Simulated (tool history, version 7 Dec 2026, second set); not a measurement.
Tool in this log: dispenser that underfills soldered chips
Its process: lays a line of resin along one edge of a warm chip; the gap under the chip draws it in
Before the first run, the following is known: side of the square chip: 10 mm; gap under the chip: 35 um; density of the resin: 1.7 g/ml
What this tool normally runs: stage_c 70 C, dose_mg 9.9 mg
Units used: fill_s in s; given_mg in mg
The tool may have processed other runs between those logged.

run   hour  stage_c  dose_mg  fill_s  given_mg
  1      0       70      9.9   149.9      9.71
  2    3.9       70      9.9   175.2       9.7
  3    6.6       70      9.9   199.7      9.65
  4    8.6       70      9.9   214.4      9.73
      10.3  -- new syringe of resin
  5   11.1       70      9.9     137      9.83
  6     14       70     10.1   153.2      9.87
  7     16       70    10.62   165.8     10.31
  8   20.4       70    10.62   202.4     10.36
  9   22.7       70    10.62   228.6     10.34
      23.5  -- new syringe of resin
 10   27.2       70    10.62   149.9     10.33
 11   31.3       70    11.58   179.7     11.14
 12   34.9       70    10.52   210.3     10.13
      36.4  -- new syringe of resin
 13   37.3       70    10.52   138.3     10.18
 14   39.5       70      9.9   152.9       9.5
 15   43.4       70      9.9   180.1      9.55
 16   47.8       70      9.9   219.9      9.44
      49.3  -- new syringe of resin
 17   52.4       70      9.9   148.6      9.45
 18   54.5       70      9.9   163.9       9.5
 19     57       58     8.75   336.4      8.19
 20   59.5       69     9.19     215      8.79
      62.2  -- new syringe of resin
 21   62.2       69     9.19   141.6       8.8
 22   64.6       69     9.19   155.7      8.77
 23     67       69     9.19   171.9      8.71
 24     71       69     9.19   205.9       8.7
 25   73.3       69     9.19   229.1      8.69
      75.1  -- new syringe of resin
 26   76.2       69     9.19   143.5       8.8
 27   78.2       69     9.19   156.7      8.62
 28   80.4       79     8.98     111      8.63
 29   83.5       58     8.98   335.1      8.44
 30   87.2       58     8.98   397.7      8.41
      88.2  -- new syringe of resin
 31   90.8       68     8.97   166.6       8.4
 32     93       75      9.9   132.7      9.22
 33   95.4       75      9.9   148.3      9.25
 34    100       75      9.9   180.8      9.23
     101.3  -- new syringe of resin
 35  104.9       70     9.41   158.6      8.71

The same runs without the tool's hidden state, with the same run-to-run variation:
Hidden state at play: resin's viscosity, % of fresh resin's; dose that the valve gives, % of what is set; true chip temperature over the reading, C; drift of the gauge itself on fill_s, %; drift of the gauge itself on given_mg, %.
run  fill_s  given_mg
  1   127.2      9.87
  2   125.1      9.87
  3   126.5      9.85
  4     124      9.94
  5   126.6     10.05
  6   124.4     10.11
  7   122.9     10.57
  8     124     10.64
  9   126.2     10.63
 10   122.3     10.65
 11   122.6      11.5
 12     122     10.48
 13   126.5     10.55
 14   126.8      9.85
 15   125.7      9.93
 16   126.3      9.84
 17   124.5      9.88
 18   125.2      9.94
 19   227.5      8.58
 20     131      9.22
 21   135.1      9.24
 22   133.4      9.22
 23   132.6      9.18
 24   133.1      9.18
 25   133.9      9.18
 26   131.1      9.31
 27     131      9.13
 28    84.2      9.15
 29     221      8.97
 30   222.1      8.96
 31   137.7      8.95
 32   100.2      9.85
 33   100.5      9.89
 34   100.1       9.9
 35   127.5      9.37

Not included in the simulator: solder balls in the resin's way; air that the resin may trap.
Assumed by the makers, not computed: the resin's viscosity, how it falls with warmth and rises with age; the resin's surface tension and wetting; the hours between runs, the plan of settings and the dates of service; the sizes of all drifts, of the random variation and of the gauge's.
